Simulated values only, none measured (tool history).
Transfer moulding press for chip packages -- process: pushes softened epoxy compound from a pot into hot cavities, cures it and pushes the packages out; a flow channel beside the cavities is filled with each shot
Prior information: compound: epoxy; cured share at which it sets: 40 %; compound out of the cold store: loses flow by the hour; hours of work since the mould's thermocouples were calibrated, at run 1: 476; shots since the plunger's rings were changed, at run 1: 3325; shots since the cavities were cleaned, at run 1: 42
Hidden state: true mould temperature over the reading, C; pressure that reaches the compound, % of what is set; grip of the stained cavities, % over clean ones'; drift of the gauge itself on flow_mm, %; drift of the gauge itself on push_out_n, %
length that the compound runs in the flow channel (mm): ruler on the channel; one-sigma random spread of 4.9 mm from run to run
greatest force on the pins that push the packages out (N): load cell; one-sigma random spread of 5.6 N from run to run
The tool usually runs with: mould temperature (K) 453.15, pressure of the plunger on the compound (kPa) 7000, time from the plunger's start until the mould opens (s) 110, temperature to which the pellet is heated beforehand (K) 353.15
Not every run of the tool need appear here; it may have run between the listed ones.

run	hour	mould temperature (K)	pressure of the plunger on the compound (kPa)	time from the plunger's start until the mould opens (s)	temperature to which the pellet is heated beforehand (K)	hours of work since the mould's thermocouples were calibrated	shots since the plunger's rings were changed	shots since the cavities were cleaned	incoming compound's hours out of the cold store	length that the compound runs in the flow channel (mm)	greatest force on the pins that push the packages out (N)
1	0.0	453.15	7000	110	353.15	476	3325	42	41.9	739	222
# hour 24.4: plunger's sealing rings changed
2	24.4	453.15	7000	110	353.15	490	0	269	38.0	789	259
# hour 46.0: cavities cleaned with cleaning compound and waxed
3	70.6	459.15	7000	110	353.15	520	463	254	36.1	778	220
# hour 94.3: cavities cleaned with cleaning compound and waxed
4	100.7	459.15	7000	110	353.15	538	761	66	20.4	812	193
# hour 126.3: mould's thermocouples calibrated
5	126.3	459.15	7000	98	353.15	0	1006	311	19.3	804	242
# hour 143.2: cavities cleaned with cleaning compound and waxed
6	170.1	459.15	7000	98	353.15	28	1444	279	10.9	821	236
# hour 190.4: cavities cleaned with cleaning compound and waxed
7	211.9	457.15	7000	98	353.15	54	1862	223	13.5	818	260
# hour 240.1: cavities cleaned with cleaning compound and waxed
8	244.4	457.15	7000	98	353.15	74	2183	44	39.7	741	209
9	279.4	457.15	7000	98	353.15	97	2547	408	36.3	752	263
# hour 287.6: cavities cleaned with cleaning compound and waxed
10	329.0	448.15	7000	110	353.15	129	3045	429	32.5	769	346
# hour 336.1: cavities cleaned with cleaning compound and waxed
11	370.9	448.15	7000	110	353.15	155	3465	362	12.5	818	338
# hour 382.7: plunger's sealing rings changed
# hour 388.9: cavities cleaned with cleaning compound and waxed
12	404.3	451.15	5260	96	347.15	174	208	160	47.8	662	295
13	429.8	453.15	7000	102	353.15	191	473	425	37.6	789	305
# hour 436.7: cavities cleaned with cleaning compound and waxed
14	470.0	453.15	8290	117	349.15	216	874	345	25.3	878	250
# hour 485.2: cavities cleaned with cleaning compound and waxed
15	514.3	453.15	7440	110	353.15	244	1319	302	43.4	781	249
# hour 533.7: cavities cleaned with cleaning compound and waxed
16	551.2	448.15	7000	110	353.15	268	1686	182	38.9	786	284
# hour 582.9: cavities cleaned with cleaning compound and waxed
17	596.7	448.15	7000	110	353.15	296	2142	144	21.3	826	287

The next listed run, before its measurement:
# hour 630.5: cavities cleaned with cleaning compound and waxed
18	643.0	448.15	7000	110	353.15	326	2607	130	14.8	?	?

{"run 18": {"length that the compound runs in the flow channel (mm)": 823, "greatest force on the pins that push the packages out (N)": 282}}
Were there no unlogged condition in the tool, this run, its random variation unchanged, would have produced length that the compound runs in the flow channel (mm) 856, greatest force on the pins that push the packages out (N) 233.

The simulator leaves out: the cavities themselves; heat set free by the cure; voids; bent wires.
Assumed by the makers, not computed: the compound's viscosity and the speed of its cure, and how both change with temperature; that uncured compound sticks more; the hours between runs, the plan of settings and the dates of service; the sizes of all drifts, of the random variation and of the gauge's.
